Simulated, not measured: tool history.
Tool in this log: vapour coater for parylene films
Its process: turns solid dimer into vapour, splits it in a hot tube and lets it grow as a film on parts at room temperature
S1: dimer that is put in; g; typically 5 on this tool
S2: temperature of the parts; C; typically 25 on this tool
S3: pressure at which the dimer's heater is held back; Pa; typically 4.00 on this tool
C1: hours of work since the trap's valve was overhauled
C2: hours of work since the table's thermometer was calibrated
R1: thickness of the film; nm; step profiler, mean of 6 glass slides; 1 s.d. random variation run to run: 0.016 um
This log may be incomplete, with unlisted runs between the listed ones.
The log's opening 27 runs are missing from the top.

{"run": 28, "day": 66.875, "S1": 7, "S2": 20, "S3": 10.86, "C1": 233, "C2": 952, "R1": 3550}
{"day": 68.242, "done": "table's thermometer calibrated"}
{"run": 29, "day": 69.542, "S1": 6, "S2": 35, "S3": 5.7, "C1": 269, "C2": 18, "R1": 1560}
{"run": 30, "day": 72.6, "S1": 2, "S2": 21, "S3": 5.7, "C1": 310, "C2": 59, "R1": 980}
{"run": 31, "day": 75.475, "S1": 8, "S2": 29, "S3": 9.33, "C1": 349, "C2": 98, "R1": 2710}
{"run": 32, "day": 76.942, "S1": 5, "S2": 33, "S3": 2.24, "C1": 369, "C2": 118, "R1": 1510}
{"run": 33, "day": 78.667, "S1": 9, "S2": 20, "S3": 2.33, "C1": 392, "C2": 141, "R1": 4930}
{"day": 80.962, "done": "trap's valve overhauled"}
{"run": 34, "day": 81.704, "S1": 9, "S2": 20, "S3": 2.33, "C1": 10, "C2": 180, "R1": 4930}
{"run": 35, "day": 84.279, "S1": 3, "S2": 21, "S3": 3.3, "C1": 45, "C2": 214, "R1": 1530}
{"run": 36, "day": 87.342, "S1": 3, "S2": 25, "S3": 3.06, "C1": 86, "C2": 256, "R1": 1300}
{"run": 37, "day": 89.821, "S1": 4, "S2": 27, "S3": 3.06, "C1": 120, "C2": 289, "R1": 1560}
{"run": 38, "day": 91.379, "S1": 4, "S2": 22, "S3": 3.06, "C1": 141, "C2": 310, "R1": 1970}

4 ways to go on from here, each from the tool as it stands after run 38. What would each give?
{"run": "A", "day": 94.717, "S1": 5, "S2": 19, "S3": 4.0, "C1": 186, "C2": 356, "R1": "?"}
{"run": "B", "day": 94.717, "S1": 4, "S2": 28, "S3": 3.06, "C1": 186, "C2": 356, "R1": "?"}
{"run": "C", "day": 94.717, "S1": 2, "S2": 23, "S3": 3.82, "C1": 186, "C2": 356, "R1": "?"}
{"run": "D", "day": 94.717, "S1": 3, "S2": 21, "S3": 4.33, "C1": 186, "C2": 356, "R1": "?"}

run=A R1=2790
run=B R1=1490
run=C R1=900
run=D R1=1490
Without the tool's unlogged condition, the same runs would have read:
run=A R1=2800
run=B R1=1490
run=C R1=900
run=D R1=1490

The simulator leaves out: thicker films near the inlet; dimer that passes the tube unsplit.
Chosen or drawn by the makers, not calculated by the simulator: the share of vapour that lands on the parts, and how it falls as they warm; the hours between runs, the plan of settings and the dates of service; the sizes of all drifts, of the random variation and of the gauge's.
